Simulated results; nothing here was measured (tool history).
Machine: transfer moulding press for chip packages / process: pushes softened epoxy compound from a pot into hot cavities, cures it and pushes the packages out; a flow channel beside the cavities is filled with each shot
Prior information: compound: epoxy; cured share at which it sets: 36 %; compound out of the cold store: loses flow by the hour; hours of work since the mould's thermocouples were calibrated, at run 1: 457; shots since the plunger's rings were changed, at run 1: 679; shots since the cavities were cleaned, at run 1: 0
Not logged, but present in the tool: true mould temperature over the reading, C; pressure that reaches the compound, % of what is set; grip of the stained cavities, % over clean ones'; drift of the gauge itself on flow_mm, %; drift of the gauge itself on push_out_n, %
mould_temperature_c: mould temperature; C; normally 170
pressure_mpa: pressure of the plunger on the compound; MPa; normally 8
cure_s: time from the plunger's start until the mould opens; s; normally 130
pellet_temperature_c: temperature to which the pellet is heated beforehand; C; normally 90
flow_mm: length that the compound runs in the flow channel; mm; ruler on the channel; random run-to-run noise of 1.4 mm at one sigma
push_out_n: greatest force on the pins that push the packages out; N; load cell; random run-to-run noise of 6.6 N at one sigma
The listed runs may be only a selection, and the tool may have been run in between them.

run	day	mould_temperature_c	pressure_mpa	cure_s	pellet_temperature_c	hours of work since the mould's thermocouples were calibrated	shots since the plunger's rings were changed	shots since the cavities were cleaned	incoming compound's hours out of the cold store	flow_mm	push_out_n
1	0	170	8	130	90	457	679	0	19.1	612	265
# day 2.017: cavities cleaned with cleaning compound and waxed
# day 3.933: cavities cleaned with cleaning compound and waxed
2	3.988	170	8	130	90	521	1601	13	31.6	578	272
# day 5.904: cavities cleaned with cleaning compound and waxed
3	7.475	170	8	130	90	578	2419	375	37.9	565	275
# day 8.079: cavities cleaned with cleaning compound and waxed
4	9.846	170	8	130	90	616	2970	422	45.1	547	285
# day 10.262: cavities cleaned with cleaning compound and waxed
# day 11.567: plunger's sealing rings changed
# day 12.462: cavities cleaned with cleaning compound and waxed
5	13.312	168	8	130	90	669	402	203	35.2	576	281
# day 14.562: cavities cleaned with cleaning compound and waxed
6	16.083	168	8	130	90	714	1048	362	39	566	289
# day 16.688: mould's thermocouples calibrated
# day 16.75: cavities cleaned with cleaning compound and waxed
# day 18.812: cavities cleaned with cleaning compound and waxed
7	18.921	170	8	130	82	35	1676	25	10.5	637	272
# day 20.725: cavities cleaned with cleaning compound and waxed
# day 22.721: cavities cleaned with cleaning compound and waxed
8	22.729	170	8	142	82	96	2555	1	41.2	558	246
# day 24.758: cavities cleaned with cleaning compound and waxed
9	25.938	170	8	130	90	147	3307	282	42	551	257
# day 26.262: plunger's sealing rings changed
# day 26.846: cavities cleaned with cleaning compound and waxed
# day 28.979: cavities cleaned with cleaning compound and waxed
10	29.538	170	8	130	92	203	751	133	22.9	602	284
# day 30.875: cavities cleaned with cleaning compound and waxed
# day 32.771: cavities cleaned with cleaning compound and waxed
11	33.254	170	8	130	92	262	1609	116	8.2	642	273
# day 34.712: cavities cleaned with cleaning compound and waxed
# day 36.733: cavities cleaned with cleaning compound and waxed
12	36.817	170	8	130	90	319	2429	20	44.9	547	265
# day 38.612: cavities cleaned with cleaning compound and waxed
13	39.654	170	8	130	90	365	3092	249	28	590	274
# day 40.625: cavities cleaned with cleaning compound and waxed
# day 40.967: plunger's sealing rings changed
14	42.096	162	8	137	90	402	269	326	24.9	610	356
# day 42.671: cavities cleaned with cleaning compound and waxed
# day 44.712: cavities cleaned with cleaning compound and waxed
15	45.612	162	8	143	90	458	1079	215	32.8	589	325
# day 46.608: cavities cleaned with cleaning compound and waxed
16	47.367	171	7.88	116	89	486	1482	180	45.1	544	277
# day 48.538: cavities cleaned with cleaning compound and waxed
17	49.567	171	7.88	116	89	521	1993	245	23	598	283
# day 50.479: cavities cleaned with cleaning compound and waxed
# day 52.438: cavities cleaned with cleaning compound and waxed
18	52.438	171	7.88	116	89	566	2649	0	41.9	550	282
# day 54.338: cavities cleaned with cleaning compound and waxed
19	54.825	171	7.88	110	95	605	3204	116	40.7	552	302
# day 55.692: plunger's sealing rings changed
# day 56.379: cavities cleaned with cleaning compound and waxed
20	57.188	170	8	130	100	641	342	193	35.8	570	268
# day 58.296: cavities cleaned with cleaning compound and waxed
# day 60.242: cavities cleaned with cleaning compound and waxed
21	60.471	170	6.26	130	96	693	1096	55	33.1	511	257
# day 62.329: mould's thermocouples calibrated
# day 62.392: cavities cleaned with cleaning compound and waxed
22	62.754	170	6.26	153	96	6	1607	87	18.6	544	256
# day 64.296: cavities cleaned with cleaning compound and waxed
# day 66.179: cavities cleaned with cleaning compound and waxed
23	66.196	175	6.79	153	96	61	2398	4	15.2	568	243
# day 68.083: cavities cleaned with cleaning compound and waxed
24	68.083	175	6.79	153	96	91	2834	0	24.4	547	247
25	69.775	175	6.79	153	85	119	3238	404	27.7	538	251

Hidden state at the last listed run before each entry between runs and at the first one after, where it differs:
In the gap between runs 1 and 2: cavities cleaned with cleaning compound and waxed (day 2.017); cavities cleaned with cleaning compound and waxed (day 3.933)
  pressure that reaches the compound, % of what is set: 99.94 -> 99.86
In the gap between runs 2 and 3: cavities cleaned with cleaning compound and waxed (day 5.904)
  true mould temperature over the reading, C: -0.01 -> -0.02; pressure that reaches the compound, % of what is set: 99.86 -> 99.8; grip of the stained cavities, % over clean ones': 0.1 -> 1.6
In the gap between runs 3 and 4: cavities cleaned with cleaning compound and waxed (day 8.079)
  pressure that reaches the compound, % of what is set: 99.8 -> 99.76; grip of the stained cavities, % over clean ones': 1.6 -> 1.8
In the gap between runs 4 and 5: cavities cleaned with cleaning compound and waxed (day 10.262); plunger's sealing rings changed (day 11.567); cavities cleaned with cleaning compound and waxed (day 12.462)
  pressure that reaches the compound, % of what is set: 99.76 -> 99.95; grip of the stained cavities, % over clean ones': 1.8 -> 1.1
In the gap between runs 5 and 6: cavities cleaned with cleaning compound and waxed (day 14.562)
  pressure that reaches the compound, % of what is set: 99.95 -> 99.91; grip of the stained cavities, % over clean ones': 1.1 -> 1.6
In the gap between runs 6 and 7: mould's thermocouples calibrated (day 16.688); cavities cleaned with cleaning compound and waxed (day 16.75); cavities cleaned with cleaning compound and waxed (day 18.812)
  true mould temperature over the reading, C: -0.02 -> 0; pressure that reaches the compound, % of what is set: 99.91 -> 99.86; grip of the stained cavities, % over clean ones': 1.6 -> 0.2
In the gap between runs 7 and 8: cavities cleaned with cleaning compound and waxed (day 20.725); cavities cleaned with cleaning compound and waxed (day 22.721)
  pressure that reaches the compound, % of what is set: 99.86 -> 99.79; grip of the stained cavities, % over clean ones': 0.2 -> 0
In the gap between runs 8 and 9: cavities cleaned with cleaning compound and waxed (day 24.758)
  pressure that reaches the compound, % of what is set: 99.79 -> 99.74; grip of the stained cavities, % over clean ones': 0 -> 1.4
In the gap between runs 9 and 10: plunger's sealing rings changed (day 26.262); cavities cleaned with cleaning compound and waxed (day 26.846); cavities cleaned with cleaning compound and waxed (day 28.979)
  pressure that reaches the compound, % of what is set: 99.74 -> 99.95; grip of the stained cavities, % over clean ones': 1.4 -> 0.8
In the gap between runs 10 and 11: cavities cleaned with cleaning compound and waxed (day 30.875); cavities cleaned with cleaning compound and waxed (day 32.771)
  pressure that reaches the compound, % of what is set: 99.95 -> 99.88; grip of the stained cavities, % over clean ones': 0.8 -> 0.6
In the gap between runs 11 and 12: cavities cleaned with cleaning compound and waxed (day 34.712); cavities cleaned with cleaning compound and waxed (day 36.733)
  pressure that reaches the compound, % of what is set: 99.88 -> 99.82; grip of the stained cavities, % over clean ones': 0.6 -> 0.1
In the gap between runs 12 and 13: cavities cleaned with cleaning compound and waxed (day 38.612)
  true mould temperature over the reading, C: 0 -> -0.01; pressure that reaches the compound, % of what is set: 99.82 -> 99.77; grip of the stained cavities, % over clean ones': 0.1 -> 1.2
In the gap between runs 13 and 14: cavities cleaned with cleaning compound and waxed (day 40.625); plunger's sealing rings changed (day 40.967)
  pressure that reaches the compound, % of what is set: 99.77 -> 99.96; grip of the stained cavities, % over clean ones': 1.2 -> 1.5
In the gap between runs 14 and 15: cavities cleaned with cleaning compound and waxed (day 42.671); cavities cleaned with cleaning compound and waxed (day 44.712)
  pressure that reaches the compound, % of what is set: 99.96 -> 99.9; grip of the stained cavities, % over clean ones': 1.5 -> 1.1
In the gap between runs 15 and 16: cavities cleaned with cleaning compound and waxed (day 46.608)
  pressure that reaches the compound, % of what is set: 99.9 -> 99.87; grip of the stained cavities, % over clean ones': 1.1 -> 1
In the gap between runs 16 and 17: cavities cleaned with cleaning compound and waxed (day 48.538)
  pressure that reaches the compound, % of what is set: 99.87 -> 99.84; grip of the stained cavities, % over clean ones': 1 -> 1.2
In the gap between runs 17 and 18: cavities cleaned with cleaning compound and waxed (day 50.479); cavities cleaned with cleaning compound and waxed (day 52.438)
  pressure that reaches the compound, % of what is set: 99.84 -> 99.79; grip of the stained cavities, % over clean ones': 1.2 -> 0.1
In the gap between runs 18 and 19: cavities cleaned with cleaning compound and waxed (day 54.338)
  pressure that reaches the compound, % of what is set: 99.79 -> 99.74; grip of the stained cavities, % over clean ones': 0.1 -> 0.6
In the gap between runs 19 and 20: plunger's sealing rings changed (day 55.692); cavities cleaned with cleaning compound and waxed (day 56.379)
  pressure that reaches the compound, % of what is set: 99.74 -> 99.96; grip of the stained cavities, % over clean ones': 0.6 -> 1
In the gap between runs 20 and 21: cavities cleaned with cleaning compound and waxed (day 58.296); cavities cleaned with cleaning compound and waxed (day 60.242)
  pressure that reaches the compound, % of what is set: 99.96 -> 99.9; grip of the stained cavities, % over clean ones': 1 -> 0.4
In the gap between runs 21 and 22: mould's thermocouples calibrated (day 62.329); cavities cleaned with cleaning compound and waxed (day 62.392)
  true mould temperature over the reading, C: -0.01 -> 0; pressure that reaches the compound, % of what is set: 99.9 -> 99.86; grip of the stained cavities, % over clean ones': 0.4 -> 0.6
In the gap between runs 22 and 23: cavities cleaned with cleaning compound and waxed (day 64.296); cavities cleaned with cleaning compound and waxed (day 66.179)
  pressure that reaches the compound, % of what is set: 99.86 -> 99.8; grip of the stained cavities, % over clean ones': 0.6 -> 0.1
In the gap between runs 23 and 24: cavities cleaned with cleaning compound and waxed (day 68.083)
  pressure that reaches the compound, % of what is set: 99.8 -> 99.77; grip of the stained cavities, % over clean ones': 0.1 -> 0

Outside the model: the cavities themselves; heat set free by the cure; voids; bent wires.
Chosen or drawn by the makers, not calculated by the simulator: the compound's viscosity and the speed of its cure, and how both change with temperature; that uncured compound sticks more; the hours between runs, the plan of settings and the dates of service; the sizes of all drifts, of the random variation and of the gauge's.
